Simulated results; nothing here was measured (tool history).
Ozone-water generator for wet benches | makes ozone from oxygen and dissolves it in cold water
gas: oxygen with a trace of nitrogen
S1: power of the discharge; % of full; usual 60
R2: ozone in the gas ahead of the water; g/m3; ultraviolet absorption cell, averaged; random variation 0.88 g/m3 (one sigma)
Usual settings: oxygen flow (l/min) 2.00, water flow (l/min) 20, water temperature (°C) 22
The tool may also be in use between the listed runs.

{"run": 1, "hour": 0.0, "S1": 60, "oxygen flow (l/min)": 2.0, "water flow (l/min)": 20, "water temperature (°C)": 22, "dissolved ozone (ppm)": 6.07, "R2": 129.2}
{"run": 2, "hour": 173.4, "S1": 60, "oxygen flow (l/min)": 2.0, "water flow (l/min)": 20, "water temperature (°C)": 22, "dissolved ozone (ppm)": 6.02, "R2": 129.1}
{"run": 3, "hour": 291.4, "S1": 60, "oxygen flow (l/min)": 1.61, "water flow (l/min)": 20, "water temperature (°C)": 22, "dissolved ozone (ppm)": 5.71, "R2": 140.1}
{"run": 4, "hour": 412.4, "S1": 60, "oxygen flow (l/min)": 1.61, "water flow (l/min)": 20, "water temperature (°C)": 22, "dissolved ozone (ppm)": 5.67, "R2": 137.7}
{"run": 5, "hour": 547.9, "S1": 60, "oxygen flow (l/min)": 1.61, "water flow (l/min)": 20, "water temperature (°C)": 22, "dissolved ozone (ppm)": 5.43, "R2": 138.3}
{"run": 6, "hour": 710.1, "S1": 60, "oxygen flow (l/min)": 1.61, "water flow (l/min)": 20, "water temperature (°C)": 22, "dissolved ozone (ppm)": 5.6, "R2": 137.0}
{"run": 7, "hour": 841.2, "S1": 60, "oxygen flow (l/min)": 2.0, "water flow (l/min)": 27, "water temperature (°C)": 22, "dissolved ozone (ppm)": 4.06, "R2": 127.3}
{"run": 8, "hour": 915.0, "S1": 60, "oxygen flow (l/min)": 2.0, "water flow (l/min)": 27, "water temperature (°C)": 22, "dissolved ozone (ppm)": 4.28, "R2": 126.8}
{"run": 9, "hour": 1021.0, "S1": 60, "oxygen flow (l/min)": 2.0, "water flow (l/min)": 20, "water temperature (°C)": 17, "dissolved ozone (ppm)": 6.14, "R2": 126.4}
{"run": 10, "hour": 1102.9, "S1": 60, "oxygen flow (l/min)": 2.0, "water flow (l/min)": 20, "water temperature (°C)": 22, "dissolved ozone (ppm)": 5.88, "R2": 128.0}
{"run": 11, "hour": 1285.2, "S1": 60, "oxygen flow (l/min)": 2.0, "water flow (l/min)": 20, "water temperature (°C)": 22, "dissolved ozone (ppm)": 5.9, "R2": 126.3}
{"run": 12, "hour": 1454.1, "S1": 60, "oxygen flow (l/min)": 2.0, "water flow (l/min)": 20, "water temperature (°C)": 22, "dissolved ozone (ppm)": 5.71, "R2": 126.9}
{"run": 13, "hour": 1529.1, "S1": 60, "oxygen flow (l/min)": 2.0, "water flow (l/min)": 20, "water temperature (°C)": 22, "dissolved ozone (ppm)": 5.78, "R2": 125.7}
{"run": 14, "hour": 1709.9, "S1": 60, "oxygen flow (l/min)": 2.0, "water flow (l/min)": 20, "water temperature (°C)": 16, "dissolved ozone (ppm)": 6.19, "R2": 125.6}
{"run": 15, "hour": 1811.6, "S1": 60, "oxygen flow (l/min)": 1.92, "water flow (l/min)": 20, "water temperature (°C)": 16, "dissolved ozone (ppm)": 6.14, "R2": 127.6}
{"run": 16, "hour": 1924.4, "S1": 60, "oxygen flow (l/min)": 1.92, "water flow (l/min)": 20, "water temperature (°C)": 17, "dissolved ozone (ppm)": 5.97, "R2": 127.8}
{"run": 17, "hour": 2098.4, "S1": 60, "oxygen flow (l/min)": 1.92, "water flow (l/min)": 20, "water temperature (°C)": 17, "dissolved ozone (ppm)": 5.82, "R2": 128.3}
{"run": 18, "hour": 2274.9, "S1": 45, "oxygen flow (l/min)": 1.92, "water flow (l/min)": 19, "water temperature (°C)": 14, "dissolved ozone (ppm)": 5.66, "R2": 109.2}
{"run": 19, "hour": 2429.8, "S1": 60, "oxygen flow (l/min)": 2.0, "water flow (l/min)": 24, "water temperature (°C)": 22, "dissolved ozone (ppm)": 4.65, "R2": 123.3}
{"hour": 2523.5, "done": "contactor cleaned"}
{"run": 20, "hour": 2562.2, "S1": 63, "oxygen flow (l/min)": 2.0, "water flow (l/min)": 20, "water temperature (°C)": 27, "dissolved ozone (ppm)": 5.8, "R2": 125.4}
{"run": 21, "hour": 2723.9, "S1": 63, "oxygen flow (l/min)": 2.29, "water flow (l/min)": 12, "water temperature (°C)": 27, "dissolved ozone (ppm)": 9.76, "R2": 119.9}
{"run": 22, "hour": 2837.9, "S1": 47, "oxygen flow (l/min)": 1.58, "water flow (l/min)": 15, "water temperature (°C)": 18, "dissolved ozone (ppm)": 6.71, "R2": 121.4}
{"run": 23, "hour": 3009.3, "S1": 47, "oxygen flow (l/min)": 1.58, "water flow (l/min)": 15, "water temperature (°C)": 18, "dissolved ozone (ppm)": 6.58, "R2": 121.6}
{"run": 24, "hour": 3107.3, "S1": 47, "oxygen flow (l/min)": 1.53, "water flow (l/min)": 15, "water temperature (°C)": 18, "dissolved ozone (ppm)": 6.52, "R2": 120.0}
{"run": 25, "hour": 3245.3, "S1": 90, "oxygen flow (l/min)": 2.0, "water flow (l/min)": 30, "water temperature (°C)": 23, "dissolved ozone (ppm)": 4.29, "R2": 147.1}
{"run": 26, "hour": 3392.1, "S1": 60, "oxygen flow (l/min)": 1.77, "water flow (l/min)": 23, "water temperature (°C)": 25, "dissolved ozone (ppm)": 4.47, "R2": 127.8}
{"run": 27, "hour": 3486.9, "S1": 60, "oxygen flow (l/min)": 1.75, "water flow (l/min)": 20, "water temperature (°C)": 20, "dissolved ozone (ppm)": 5.67, "R2": 127.4}
{"run": 28, "hour": 3623.8, "S1": 60, "oxygen flow (l/min)": 3.27, "water flow (l/min)": 20, "water temperature (°C)": 20, "dissolved ozone (ppm)": 6.94, "R2": 101.3}
{"run": 29, "hour": 3713.7, "S1": 71, "oxygen flow (l/min)": 3.27, "water flow (l/min)": 20, "water temperature (°C)": 20, "dissolved ozone (ppm)": 7.38, "R2": 109.9}
{"run": 30, "hour": 3804.9, "S1": 71, "oxygen flow (l/min)": 3.27, "water flow (l/min)": 20, "water temperature (°C)": 20, "dissolved ozone (ppm)": 7.33, "R2": 109.1}
{"run": 31, "hour": 3925.7, "S1": 71, "oxygen flow (l/min)": 3.27, "water flow (l/min)": 20, "water temperature (°C)": 20, "dissolved ozone (ppm)": 7.34, "R2": 107.8}
{"run": 32, "hour": 4038.3, "S1": 71, "oxygen flow (l/min)": 3.27, "water flow (l/min)": 20, "water temperature (°C)": 20, "dissolved ozone (ppm)": 7.23, "R2": 108.7}

Forecast each of these 3 alternatives for the next run:
{"run": "A", "hour": 4170.8, "S1": 71, "oxygen flow (l/min)": 2.54, "water flow (l/min)": 20, "water temperature (°C)": 19, "dissolved ozone (ppm)": "?", "R2": "?"}
{"run": "B", "hour": 4170.8, "S1": 50, "oxygen flow (l/min)": 1.32, "water flow (l/min)": 20, "water temperature (°C)": 20, "dissolved ozone (ppm)": "?", "R2": "?"}
{"run": "C", "hour": 4170.8, "S1": 95, "oxygen flow (l/min)": 2.0, "water flow (l/min)": 20, "water temperature (°C)": 18, "dissolved ozone (ppm)": "?", "R2": "?"}

run=A dissolved_ozone_(ppm)=6.83 R2=117.0
run=B dissolved_ozone_(ppm)=4.52 R2=130.1
run=C dissolved_ozone_(ppm)=7.06 R2=147.4
Without the tool's hidden state the same runs would have given:
run=A dissolved_ozone_(ppm)=8.40 R2=142.3
run=B dissolved_ozone_(ppm)=5.38 R2=153.0
run=C dissolved_ozone_(ppm)=8.92 R2=183.7
